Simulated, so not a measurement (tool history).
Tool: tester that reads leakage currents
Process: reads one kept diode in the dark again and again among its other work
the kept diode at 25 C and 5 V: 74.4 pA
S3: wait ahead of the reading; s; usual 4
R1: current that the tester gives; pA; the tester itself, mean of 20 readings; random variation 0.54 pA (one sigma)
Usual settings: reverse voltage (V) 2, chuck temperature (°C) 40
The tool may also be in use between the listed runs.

run 1 hour=0 | reverse_voltage_(V)=2 chuck_temperature_(°C)=40 S3=4 | R1=191.71
run 2 hour=21.4 | reverse_voltage_(V)=2 chuck_temperature_(°C)=40 S3=4 | R1=191.86
run 3 hour=61.1 | reverse_voltage_(V)=2 chuck_temperature_(°C)=40 S3=4 | R1=193.27
run 4 hour=90.8 | reverse_voltage_(V)=2 chuck_temperature_(°C)=40 S3=4 | R1=192.69
run 5 hour=115.7 | reverse_voltage_(V)=2 chuck_temperature_(°C)=40 S3=4 | R1=194.94
run 6 hour=141.7 | reverse_voltage_(V)=2 chuck_temperature_(°C)=40 S3=4 | R1=195.89
run 7 hour=183.9 | reverse_voltage_(V)=2 chuck_temperature_(°C)=40 S3=4 | R1=197.48
run 8 hour=228.4 | reverse_voltage_(V)=9.69 chuck_temperature_(°C)=33 S3=4 | R1=199.32
run 9 hour=259.7 | reverse_voltage_(V)=18.43 chuck_temperature_(°C)=23 S3=2.78 | R1=102.51
run 10 hour=284.1 | reverse_voltage_(V)=17.97 chuck_temperature_(°C)=47 S3=0.77 | R1=617.8
run 11 hour=307.7 | reverse_voltage_(V)=17.97 chuck_temperature_(°C)=49 S3=1.93 | R1=711.37
run 12 hour=329.2 | reverse_voltage_(V)=13.24 chuck_temperature_(°C)=47 S3=1.42 | R1=562.26

Not shown: 2 entries that the log had between the listed runs. Between which runs, and how does the tool's hidden state differ before and after?
Between runs 7 and 8: tester calibrated (hour 187.9)
  stray current of the dirty probe card, pA a volt: 0.266 -> 0.277; current scale over the true one, %: -0.1 -> -0.13; true chuck temperature over the reading, C: 1.35 -> 1.44
  measured less the result without the state, R1: +19.05 -> +23.07 pA
Between runs 8 and 9: chuck's temperature calibrated (hour 238.4)
  stray current of the dirty probe card, pA a volt: 0.277 -> 0.285; true chuck temperature over the reading, C: 1.44 -> 0.06
  measured less the result without the state, R1: +23.07 -> +5.22 pA

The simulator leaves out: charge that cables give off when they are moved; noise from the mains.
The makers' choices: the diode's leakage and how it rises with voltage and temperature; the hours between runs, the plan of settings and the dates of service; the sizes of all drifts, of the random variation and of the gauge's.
